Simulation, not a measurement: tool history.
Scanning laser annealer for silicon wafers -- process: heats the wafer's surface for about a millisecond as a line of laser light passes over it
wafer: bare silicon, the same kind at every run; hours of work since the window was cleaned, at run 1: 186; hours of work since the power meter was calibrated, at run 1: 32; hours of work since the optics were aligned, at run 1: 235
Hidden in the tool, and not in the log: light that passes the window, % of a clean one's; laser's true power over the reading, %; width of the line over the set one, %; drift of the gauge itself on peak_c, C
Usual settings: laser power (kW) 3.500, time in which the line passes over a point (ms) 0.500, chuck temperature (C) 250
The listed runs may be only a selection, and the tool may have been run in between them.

| run | day | laser power (kW) | time in which the line passes over a point (ms) | chuck temperature (C) | hours of work since the window was cleaned | hours of work since the power meter was calibrated | hours of work since the optics were aligned | highest temperature of the surface (C) |
|---|---|---|---|---|---|---|---|---|
| 1 | 0.000 | 3.500 | 0.500 | 250 | 186 | 32 | 235 | 998 |
| 2 | 2.079 | 3.500 | 0.500 | 250 | 218 | 63 | 266 | 995 |
| 3 | 4.308 | 3.500 | 0.500 | 250 | 251 | 97 | 300 | 987 |
| 4 | 6.046 | 3.500 | 0.500 | 250 | 278 | 123 | 326 | 983 |
| 5 | 7.246 | 3.500 | 0.519 | 250 | 296 | 141 | 344 | 994 |
| 6 | 9.338 | 3.500 | 0.500 | 250 | 327 | 172 | 376 | 973 |
| 7 | 10.408 | 3.155 | 0.493 | 253 | 343 | 188 | 392 | 880 |
| 8 | 12.117 | 3.065 | 0.551 | 223 | 369 | 214 | 418 | 862 |
| 9 | 14.562 | 3.430 | 0.406 | 263 | 406 | 251 | 455 | 885 |
|  | 14.996 | window over the wafer cleaned |
| 10 | 17.042 | 3.430 | 0.406 | 263 | 31 | 287 | 491 | 927 |
| 11 | 18.904 | 3.034 | 0.379 | 211 | 59 | 315 | 519 | 752 |

Some steps in highest temperature of the surface (C) between neighbouring runs. How much of each would the tool show without its hidden state too (settings, what came in, random variation), and how much is left for the hidden state, with any gauge scatter that isn't in both results?
Run 9 -> 10: window over the wafer cleaned. highest temperature of the surface (C) +42: hidden state +41, all else +1.
Run 10 -> 11: laser power (kW) 3.430 -> 3.034, time in which the line passes over a point (ms) 0.406 -> 0.379, chuck temperature (C) 263 -> 211. highest temperature of the surface (C) -175: hidden state -2, all else -173.

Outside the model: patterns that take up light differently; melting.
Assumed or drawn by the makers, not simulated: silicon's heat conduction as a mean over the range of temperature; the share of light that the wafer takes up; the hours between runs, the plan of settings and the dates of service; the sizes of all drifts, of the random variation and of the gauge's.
